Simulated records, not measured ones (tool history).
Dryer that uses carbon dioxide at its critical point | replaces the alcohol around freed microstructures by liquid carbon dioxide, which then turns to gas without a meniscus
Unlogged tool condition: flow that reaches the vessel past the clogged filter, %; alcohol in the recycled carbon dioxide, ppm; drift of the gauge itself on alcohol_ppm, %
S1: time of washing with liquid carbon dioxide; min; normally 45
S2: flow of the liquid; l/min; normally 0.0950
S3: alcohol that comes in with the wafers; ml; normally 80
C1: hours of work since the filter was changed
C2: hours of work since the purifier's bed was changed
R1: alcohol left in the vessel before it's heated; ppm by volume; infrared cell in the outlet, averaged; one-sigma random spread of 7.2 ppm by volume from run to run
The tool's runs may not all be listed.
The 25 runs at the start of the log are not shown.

run	hour	S1	S2	S3	C1	C2	R1
26	682.0	45	0.0817	43	170	910	923
27	703.3	45	0.0817	43	181	921	981
28	720.5	30	0.0737	68	190	930	8241
29	741.3	53	0.0737	108	200	941	1734
30	763.4	45	0.0950	113	212	952	1173
31	789.8	53	0.0681	51	225	965	1351
32	807.2	38	0.1320	29	234	974	317
# hour 834.1: purifier's bed changed
33	840.0	30	0.1460	27	249	3	215
34	875.9	54	0.0950	80	267	21	281
# hour 904.6: inlet filter changed
35	909.6	54	0.0950	80	3	38	120
36	930.5	53	0.0950	80	13	48	132
37	967.4	28	0.0950	62	32	67	2852
38	998.1	27	0.0872	43	47	83	3209
39	1026.4	27	0.0872	43	62	97	3290
40	1053.7	45	0.1405	27	76	111	31
41	1084.0	48	0.0665	27	91	126	771
42	1111.5	48	0.1489	63	105	140	47
43	1139.1	48	0.1489	63	119	154	44

Below are 4 alternative next runs, each starting from the tool's condition after run 43. Predict each:
A	1158.5	45	0.0907	80	129	164	?
B	1158.5	38	0.1163	43	129	164	?
C	1158.5	54	0.0950	80	129	164	?
D	1158.5	62	0.1489	29	129	164	?

run	R1
A	713
B	269
C	217
D	48
With the hidden condition removed and each run's random variation left untouched, the same runs would have given:
run	R1
A	452
B	152
C	113
D	10
